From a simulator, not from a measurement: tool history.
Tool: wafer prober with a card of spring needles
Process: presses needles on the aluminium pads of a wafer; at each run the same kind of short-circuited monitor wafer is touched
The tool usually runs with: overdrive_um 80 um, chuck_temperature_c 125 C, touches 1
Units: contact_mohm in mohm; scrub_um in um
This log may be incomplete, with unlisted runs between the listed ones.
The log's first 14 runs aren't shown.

run,hour,overdrive_um,chuck_temperature_c,touches,touches since the tips were cleaned,cleanings since the card got new needles,touches since the first contact's height was set,contact_mohm,scrub_um
# hour 241.4: tips cleaned on abrasive film
15,248.6,80,125,1,2551,39,98013,251,9.510
16,260.5,80,125,1,6752,39,102214,260,9.508
# hour 262.9: tips cleaned on abrasive film
17,282.9,80,125,1,7052,40,110074,262,9.494
# hour 284.2: tips cleaned on abrasive film
# hour 297.4: height of the first contact set anew
# hour 306.1: tips cleaned on abrasive film
18,306.2,80,125,1,40,42,3095,232,9.644
19,316.8,80,115,1,3768,42,6823,254,9.652
# hour 328.0: tips cleaned on abrasive film
20,328.3,80,85,1,111,43,10839,223,9.637
# hour 349.1: tips cleaned on abrasive film
21,349.1,92,42,1,0,44,18138,212,11.068
22,361.9,82,80,1,4524,44,22662,242,9.863
# hour 370.5: tips cleaned on abrasive film
23,381.5,80,28,1,3901,45,29540,236,9.607
# hour 392.9: tips cleaned on abrasive film
24,394.7,80,85,2,615,46,34131,224,9.608
# hour 414.7: tips cleaned on abrasive film
25,415.0,85,85,1,80,47,41248,224,10.177
# hour 435.8: tips cleaned on abrasive film
26,439.7,85,85,1,1362,48,49929,233,10.182
# hour 458.9: tips cleaned on abrasive film
27,460.9,80,115,1,694,49,57374,234,9.543
28,473.8,80,28,1,5250,49,61930,239,9.547
# hour 482.2: tips cleaned on abrasive film
29,486.3,80,28,1,1443,50,66282,223,9.557
# hour 503.4: tips cleaned on abrasive film
30,504.1,80,28,1,248,51,72540,213,9.543
# hour 525.4: tips cleaned on abrasive film
31,525.4,71,73,2,0,52,80004,222,8.452
32,541.6,71,73,2,5727,52,85731,241,8.436
# hour 546.7: tips cleaned on abrasive film
33,562.9,65,56,1,5724,53,93203,267,7.693
# hour 569.0: tips cleaned on abrasive film
34,573.2,62,35,3,1473,54,96783,223,7.323

What if the next run were any one of these 3? Each begins from the tool's condition after run 34:
# hour 590.8: tips cleaned on abrasive film
A,595.9,68,27,3,1800,55,104739,?,?
# hour 590.8: tips cleaned on abrasive film
B,595.9,96,56,2,1800,55,104739,?,?
# hour 590.8: tips cleaned on abrasive film
C,595.9,86,44,2,1800,55,104739,?,?

run,contact_mohm,scrub_um
A,216,8.039
B,219,11.409
C,219,10.211
The same runs, with their run-to-run variation unchanged, on a tool lacking any hidden condition would have given:
run,contact_mohm,scrub_um
A,205,8.216
B,210,11.586
C,209,10.388
